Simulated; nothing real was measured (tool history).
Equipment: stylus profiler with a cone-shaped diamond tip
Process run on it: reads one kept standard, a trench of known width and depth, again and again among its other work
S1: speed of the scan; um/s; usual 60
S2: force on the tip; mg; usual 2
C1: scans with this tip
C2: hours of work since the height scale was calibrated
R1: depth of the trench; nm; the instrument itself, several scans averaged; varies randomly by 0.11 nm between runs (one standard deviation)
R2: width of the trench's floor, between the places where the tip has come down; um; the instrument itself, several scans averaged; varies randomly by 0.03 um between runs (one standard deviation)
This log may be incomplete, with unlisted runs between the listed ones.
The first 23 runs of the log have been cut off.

{"run": 24, "hour": 536.1, "S1": 25, "S2": 4.51, "C1": 2427, "C2": 407, "R1": 202.01, "R2": 48.1}
{"run": 25, "hour": 569.1, "S1": 25, "S2": 4.51, "C1": 2569, "C2": 431, "R1": 202.12, "R2": 48.07}
{"run": 26, "hour": 598.7, "S1": 211, "S2": 2.61, "C1": 2696, "C2": 452, "R1": 201.41, "R2": 46.9}
{"run": 27, "hour": 630.6, "S1": 20, "S2": 5.91, "C1": 2833, "C2": 475, "R1": 202.59, "R2": 48.07}
{"run": 28, "hour": 663.0, "S1": 192, "S2": 4.22, "C1": 2972, "C2": 498, "R1": 202.23, "R2": 47.29}
{"run": 29, "hour": 686.3, "S1": 28, "S2": 3.83, "C1": 3072, "C2": 515, "R1": 202.01, "R2": 48.04}
{"run": 30, "hour": 709.1, "S1": 171, "S2": 4.04, "C1": 3170, "C2": 531, "R1": 202.01, "R2": 47.37}
{"run": 31, "hour": 724.6, "S1": 171, "S2": 4.04, "C1": 3236, "C2": 542, "R1": 201.99, "R2": 47.38}
{"run": 32, "hour": 741.3, "S1": 156, "S2": 2.2, "C1": 3308, "C2": 555, "R1": 201.48, "R2": 47.15}
{"run": 33, "hour": 765.8, "S1": 103, "S2": 0.78, "C1": 3413, "C2": 572, "R1": 200.91, "R2": 47}
{"run": 34, "hour": 785.9, "S1": 24, "S2": 0.81, "C1": 3500, "C2": 587, "R1": 200.98, "R2": 47.89}
{"run": 35, "hour": 813.1, "S1": 24, "S2": 0.81, "C1": 3616, "C2": 606, "R1": 200.94, "R2": 47.91}
{"run": 36, "hour": 832.2, "S1": 19, "S2": 1.15, "C1": 3699, "C2": 620, "R1": 201.03, "R2": 47.98}

Each row is a separate what-if for the run after 36, all from the same tool condition, not one after another. Results?
{"run": "A", "hour": 850.2, "S1": 15, "S2": 3.92, "C1": 3776, "C2": 633, "R1": "?", "R2": "?"}
{"run": "B", "hour": 850.2, "S1": 57, "S2": 1.09, "C1": 3776, "C2": 633, "R1": "?", "R2": "?"}
{"run": "C", "hour": 850.2, "S1": 15, "S2": 0.84, "C1": 3776, "C2": 633, "R1": "?", "R2": "?"}
{"run": "D", "hour": 850.2, "S1": 45, "S2": 3.44, "C1": 3776, "C2": 633, "R1": "?", "R2": "?"}

run=A R1=202.3 R2=48.13
run=B R1=201.11 R2=47.64
run=C R1=200.92 R2=47.97
run=D R1=201.87 R2=47.96
Take away the tool's hidden state, keep each run's random variation, and the runs would have read:
run=A R1=201.87 R2=48.22
run=B R1=200.68 R2=47.73
run=C R1=200.5 R2=48.06
run=D R1=201.44 R2=48.04
